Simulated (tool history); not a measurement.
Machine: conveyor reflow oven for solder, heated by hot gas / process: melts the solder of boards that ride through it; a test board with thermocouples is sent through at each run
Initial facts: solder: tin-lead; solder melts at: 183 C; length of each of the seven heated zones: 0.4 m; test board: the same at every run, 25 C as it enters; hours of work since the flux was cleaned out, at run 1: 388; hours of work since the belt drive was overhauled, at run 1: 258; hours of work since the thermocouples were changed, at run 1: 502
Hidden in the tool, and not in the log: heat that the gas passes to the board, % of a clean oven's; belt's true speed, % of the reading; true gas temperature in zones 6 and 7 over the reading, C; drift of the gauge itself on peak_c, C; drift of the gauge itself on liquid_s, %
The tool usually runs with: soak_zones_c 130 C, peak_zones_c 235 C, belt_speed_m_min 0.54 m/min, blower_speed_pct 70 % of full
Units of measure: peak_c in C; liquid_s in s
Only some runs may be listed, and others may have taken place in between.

| run | hour | soak_zones_c | peak_zones_c | belt_speed_m_min | blower_speed_pct | hours of work since the flux was cleaned out | hours of work since the belt drive was overhauled | hours of work since the thermocouples were changed | peak_c | liquid_s |
|---|---|---|---|---|---|---|---|---|---|---|
| 1 | 0 | 130 | 235 | 0.54 | 70 | 388 | 258 | 502 | 218.2 | 66.2 |
| 2 | 12.6 | 130 | 235 | 0.54 | 70 | 394 | 264 | 508 | 218.6 | 65.9 |
| 3 | 25.7 | 130 | 235 | 0.54 | 70 | 400 | 270 | 514 | 219.2 | 65.3 |
| 4 | 42.5 | 130 | 235 | 0.54 | 62 | 408 | 278 | 522 | 217.4 | 63.8 |
| 5 | 61 | 130 | 235 | 0.54 | 62 | 417 | 287 | 531 | 217.4 | 63.7 |
| 6 | 80.3 | 130 | 235 | 0.54 | 70 | 427 | 297 | 540 | 219 | 65 |
| 7 | 100.5 | 126 | 235 | 0.54 | 70 | 436 | 306 | 550 | 218.5 | 63.3 |
| 8 | 123.4 | 126 | 235 | 0.54 | 70 | 447 | 317 | 561 | 218.2 | 63.2 |
| 9 | 136.6 | 130 | 244 | 0.54 | 70 | 454 | 324 | 568 | 226.6 | 71.7 |
| 10 | 159 | 130 | 235 | 0.54 | 70 | 465 | 334 | 578 | 218.5 | 64.9 |
| 11 | 169.5 | 130 | 235 | 0.513 | 70 | 470 | 340 | 583 | 221.4 | 70.9 |
| 12 | 184.2 | 130 | 235 | 0.513 | 70 | 477 | 347 | 591 | 220.4 | 70.6 |
| 13 | 200.9 | 130 | 235 | 0.513 | 70 | 485 | 355 | 599 | 220.9 | 70.4 |
|  | 212.6 | flux residue cleaned out of gas plates and filters |
| 14 | 221.2 | 130 | 235 | 0.54 | 70 | 4 | 362 | 606 | 222 | 68.3 |
| 15 | 241.5 | 140 | 235 | 0.54 | 70 | 14 | 372 | 616 | 224.2 | 73.6 |
| 16 | 257.8 | 140 | 235 | 0.54 | 70 | 22 | 380 | 624 | 223.6 | 73.9 |
| 17 | 272.8 | 132 | 246 | 0.484 | 52 | 29 | 387 | 631 | 233.1 | 85.3 |
| 18 | 285.7 | 132 | 246 | 0.484 | 52 | 35 | 393 | 637 | 232.9 | 84.7 |
| 19 | 300.5 | 132 | 246 | 0.484 | 52 | 42 | 400 | 644 | 232.4 | 85.7 |
| 20 | 322 | 132 | 248 | 0.497 | 52 | 53 | 411 | 655 | 233 | 83.5 |
| 21 | 342.6 | 132 | 248 | 0.497 | 52 | 63 | 421 | 664 | 232.9 | 83 |
| 22 | 363.1 | 132 | 248 | 0.497 | 52 | 73 | 430 | 674 | 233.2 | 83.1 |
| 23 | 379.3 | 130 | 230 | 0.54 | 70 | 80 | 438 | 682 | 216.8 | 65.1 |
| 24 | 394.2 | 143 | 240 | 0.538 | 70 | 88 | 445 | 689 | 229.6 | 78.3 |
| 25 | 415.5 | 143 | 240 | 0.538 | 70 | 98 | 456 | 700 | 229.1 | 78.8 |
| 26 | 434.6 | 120 | 240 | 0.606 | 70 | 107 | 465 | 709 | 220.4 | 55.7 |
| 27 | 449.5 | 120 | 240 | 0.606 | 70 | 114 | 472 | 716 | 220.6 | 56 |
| 28 | 468.9 | 130 | 235 | 0.44 | 65 | 124 | 481 | 725 | 227.3 | 89.5 |
| 29 | 488.1 | 134 | 242 | 0.54 | 70 | 133 | 491 | 735 | 228.6 | 74.9 |
| 30 | 501.9 | 122 | 229 | 0.595 | 51 | 139 | 497 | 741 | 207.4 | 44.1 |
| 31 | 526.3 | 130 | 235 | 0.587 | 60 | 151 | 509 | 753 | 216.4 | 57.7 |

Results per run with the tool's hidden condition removed, run-to-run variation unchanged:
| run | peak_c | liquid_s |
|---|---|---|
| 1 | 219.2 | 67.5 |
| 2 | 219.5 | 67.1 |
| 3 | 220.1 | 66.6 |
| 4 | 218.3 | 65 |
| 5 | 218.3 | 65 |
| 6 | 220.1 | 66.4 |
| 7 | 219.7 | 64.9 |
| 8 | 219.5 | 64.9 |
| 9 | 228 | 72.7 |
| 10 | 219.7 | 66.5 |
| 11 | 222.4 | 72.2 |
| 12 | 221.4 | 72 |
| 13 | 222 | 71.9 |
| 14 | 219.7 | 66.3 |
| 15 | 221.9 | 71.7 |
| 16 | 221.4 | 72 |
| 17 | 230.7 | 83.3 |
| 18 | 230.6 | 82.7 |
| 19 | 230.1 | 83.7 |
| 20 | 230.7 | 81.6 |
| 21 | 230.7 | 81.1 |
| 22 | 231 | 81.2 |
| 23 | 214.8 | 63.1 |
| 24 | 227.5 | 76.6 |
| 25 | 227.1 | 77.2 |
| 26 | 218.7 | 54.3 |
| 27 | 218.9 | 54.5 |
| 28 | 225 | 87.5 |
| 29 | 226.7 | 73.4 |
| 30 | 205.7 | 42.1 |
| 31 | 214.7 | 56.1 |
